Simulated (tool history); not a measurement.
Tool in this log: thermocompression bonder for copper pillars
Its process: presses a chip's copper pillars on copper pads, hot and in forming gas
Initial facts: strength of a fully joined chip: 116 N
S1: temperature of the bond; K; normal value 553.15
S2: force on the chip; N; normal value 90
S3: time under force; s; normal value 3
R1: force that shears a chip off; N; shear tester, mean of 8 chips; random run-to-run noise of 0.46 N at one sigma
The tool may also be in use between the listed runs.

run 1 hour=0 | S1=553.15 S2=90 S3=3 | R1=39.1
run 2 hour=7.3 | S1=553.15 S2=90 S3=3 | R1=37.5
run 3 hour=15.4 | S1=553.15 S2=90 S3=3 | R1=39.3
run 4 hour=26.2 | S1=553.15 S2=90 S3=3 | R1=38.6
run 5 hour=34.8 | S1=553.15 S2=90 S3=3 | R1=38.7
run 6 hour=39.8 | S1=553.15 S2=90 S3=2 | R1=33
run 7 hour=46.6 | S1=553.15 S2=90 S3=3 | R1=38.2
run 8 hour=57.1 | S1=553.15 S2=90 S3=3 | R1=38.8
-- hour=59.3 forming gas filter changed
run 9 hour=67.7 | S1=553.15 S2=90 S3=4 | R1=47.9
run 10 hour=76.8 | S1=553.15 S2=69 S3=3 | R1=33.4
run 11 hour=82.4 | S1=553.15 S2=69 S3=3 | R1=33.3
-- hour=85.2 heater calibrated with a thermocouple chip
run 12 hour=94.1 | S1=553.15 S2=69 S3=3 | R1=34.5
run 13 hour=100.2 | S1=553.15 S2=74 S3=3 | R1=36.4
run 14 hour=109.8 | S1=553.15 S2=90 S3=3 | R1=43.8
run 15 hour=116.4 | S1=553.15 S2=90 S3=5 | R1=52.4
run 16 hour=122.2 | S1=553.15 S2=90 S3=5 | R1=52.4
-- hour=131.7 heater calibrated with a thermocouple chip, once more
run 17 hour=132.7 | S1=553.15 S2=90 S3=5 | R1=50.5
run 18 hour=142.3 | S1=553.15 S2=90 S3=5 | R1=50.6
run 19 hour=149 | S1=571.15 S2=101 S3=3 | R1=57.4
run 20 hour=156.1 | S1=570.15 S2=95 S3=2 | R1=46.8
run 21 hour=166.1 | S1=580.15 S2=92 S3=4 | R1=65.4
run 22 hour=175.4 | S1=580.15 S2=92 S3=4 | R1=66.4
run 23 hour=186.3 | S1=537.15 S2=57 S3=4 | R1=22.9
run 24 hour=197.1 | S1=561.15 S2=91 S3=2 | R1=40.3
run 25 hour=204.8 | S1=561.15 S2=91 S3=2 | R1=39.5
run 26 hour=215.2 | S1=562.15 S2=62 S3=3 | R1=33.4
run 27 hour=226.3 | S1=553.15 S2=118 S3=6 | R1=66
run 28 hour=236.6 | S1=553.15 S2=62 S3=2 | R1=24.6
run 29 hour=242.7 | S1=553.15 S2=90 S3=5 | R1=48.8
run 30 hour=248.4 | S1=553.15 S2=98 S3=4 | R1=49.1
run 31 hour=259.5 | S1=553.15 S2=74 S3=5 | R1=42.5
run 32 hour=266.9 | S1=528.15 S2=90 S3=2 | R1=23.3
run 33 hour=276.7 | S1=543.15 S2=74 S3=7 | R1=41.9

Below are 3 alternative next runs, each starting from the tool's condition after run 33. Predict each:
run A hour=282.7 | S1=566.15 S2=90 S3=6 | R1=?
run B hour=282.7 | S1=528.15 S2=90 S3=3 | R1=?
run C hour=282.7 | S1=543.15 S2=62 S3=6 | R1=?

run=A R1=62.7
run=B R1=27.2
run=C R1=33.2
Without the tool's hidden state the same runs would have given:
run=A R1=64.7
run=B R1=28.1
run=C R1=34.2
